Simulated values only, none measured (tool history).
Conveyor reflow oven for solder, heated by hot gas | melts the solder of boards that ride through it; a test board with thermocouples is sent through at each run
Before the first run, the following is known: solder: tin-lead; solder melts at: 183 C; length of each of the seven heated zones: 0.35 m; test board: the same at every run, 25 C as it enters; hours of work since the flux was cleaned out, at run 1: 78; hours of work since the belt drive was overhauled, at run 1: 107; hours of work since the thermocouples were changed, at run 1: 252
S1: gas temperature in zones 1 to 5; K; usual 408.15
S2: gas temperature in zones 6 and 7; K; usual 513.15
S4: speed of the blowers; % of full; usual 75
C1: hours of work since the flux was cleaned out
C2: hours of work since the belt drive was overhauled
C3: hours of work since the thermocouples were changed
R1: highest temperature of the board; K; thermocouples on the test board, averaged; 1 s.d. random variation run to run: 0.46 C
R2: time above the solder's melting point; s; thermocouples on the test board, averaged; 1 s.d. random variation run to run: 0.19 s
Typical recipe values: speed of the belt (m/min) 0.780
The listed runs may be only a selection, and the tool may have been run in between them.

{"run": 1, "hour": 0.0, "S1": 408.15, "S2": 513.15, "speed of the belt (m/min)": 0.78, "S4": 75, "C1": 78, "C2": 107, "C3": 252, "R1": 499.15, "R2": 44.1}
{"run": 2, "hour": 7.0, "S1": 408.15, "S2": 513.15, "speed of the belt (m/min)": 0.78, "S4": 75, "C1": 83, "C2": 112, "C3": 258, "R1": 498.65, "R2": 43.8}
{"run": 3, "hour": 16.6, "S1": 408.15, "S2": 513.15, "speed of the belt (m/min)": 0.78, "S4": 75, "C1": 90, "C2": 119, "C3": 265, "R1": 497.75, "R2": 43.6}
{"run": 4, "hour": 28.1, "S1": 408.15, "S2": 513.15, "speed of the belt (m/min)": 0.78, "S4": 75, "C1": 99, "C2": 128, "C3": 273, "R1": 497.75, "R2": 44.3}
{"run": 5, "hour": 37.5, "S1": 408.15, "S2": 513.15, "speed of the belt (m/min)": 0.78, "S4": 75, "C1": 106, "C2": 135, "C3": 281, "R1": 498.25, "R2": 43.8}
{"run": 6, "hour": 46.5, "S1": 408.15, "S2": 513.15, "speed of the belt (m/min)": 0.891, "S4": 75, "C1": 113, "C2": 142, "C3": 287, "R1": 494.35, "R2": 36.2}
{"hour": 52.2, "done": "flux residue cleaned out of gas plates and filters"}
{"run": 7, "hour": 58.3, "S1": 408.15, "S2": 513.15, "speed of the belt (m/min)": 0.891, "S4": 75, "C1": 5, "C2": 147, "C3": 292, "R1": 492.35, "R2": 35.7}
{"run": 8, "hour": 67.1, "S1": 408.15, "S2": 513.15, "speed of the belt (m/min)": 0.891, "S4": 75, "C1": 11, "C2": 153, "C3": 299, "R1": 492.35, "R2": 35.8}
{"run": 9, "hour": 75.0, "S1": 413.15, "S2": 513.15, "speed of the belt (m/min)": 0.797, "S4": 75, "C1": 17, "C2": 159, "C3": 305, "R1": 497.75, "R2": 43.7}
{"run": 10, "hour": 84.1, "S1": 408.15, "S2": 513.15, "speed of the belt (m/min)": 0.78, "S4": 59, "C1": 24, "C2": 166, "C3": 312, "R1": 494.75, "R2": 41.5}
{"run": 11, "hour": 91.8, "S1": 408.15, "S2": 513.15, "speed of the belt (m/min)": 0.798, "S4": 89, "C1": 30, "C2": 172, "C3": 318, "R1": 497.95, "R2": 43.3}
{"run": 12, "hour": 102.5, "S1": 408.15, "S2": 515.15, "speed of the belt (m/min)": 0.784, "S4": 52, "C1": 38, "C2": 180, "C3": 326, "R1": 494.45, "R2": 41.2}
{"run": 13, "hour": 109.8, "S1": 408.15, "S2": 508.15, "speed of the belt (m/min)": 0.81, "S4": 52, "C1": 43, "C2": 186, "C3": 331, "R1": 486.75, "R2": 35.5}

3 ways to go on from here, each from the tool as it stands after run 13. What would each give?
{"run": "A", "hour": 114.5, "S1": 408.15, "S2": 508.15, "speed of the belt (m/min)": 0.886, "S4": 52, "C1": 47, "C2": 189, "C3": 335, "R1": "?", "R2": "?"}
{"run": "B", "hour": 114.5, "S1": 408.15, "S2": 508.15, "speed of the belt (m/min)": 0.703, "S4": 70, "C1": 47, "C2": 189, "C3": 335, "R1": "?", "R2": "?"}
{"run": "C", "hour": 114.5, "S1": 408.15, "S2": 505.15, "speed of the belt (m/min)": 0.78, "S4": 75, "C1": 47, "C2": 189, "C3": 335, "R1": "?", "R2": "?"}

run=A R1=483.95 R2=30.4
run=B R1=494.85 R2=47.4
run=C R1=489.45 R2=39.8
Stripped of hidden state, with their random variation kept, the same runs would have yielded:
run=A R1=486.85 R2=32.2
run=B R1=497.45 R2=48.7
run=C R1=492.25 R2=41.4

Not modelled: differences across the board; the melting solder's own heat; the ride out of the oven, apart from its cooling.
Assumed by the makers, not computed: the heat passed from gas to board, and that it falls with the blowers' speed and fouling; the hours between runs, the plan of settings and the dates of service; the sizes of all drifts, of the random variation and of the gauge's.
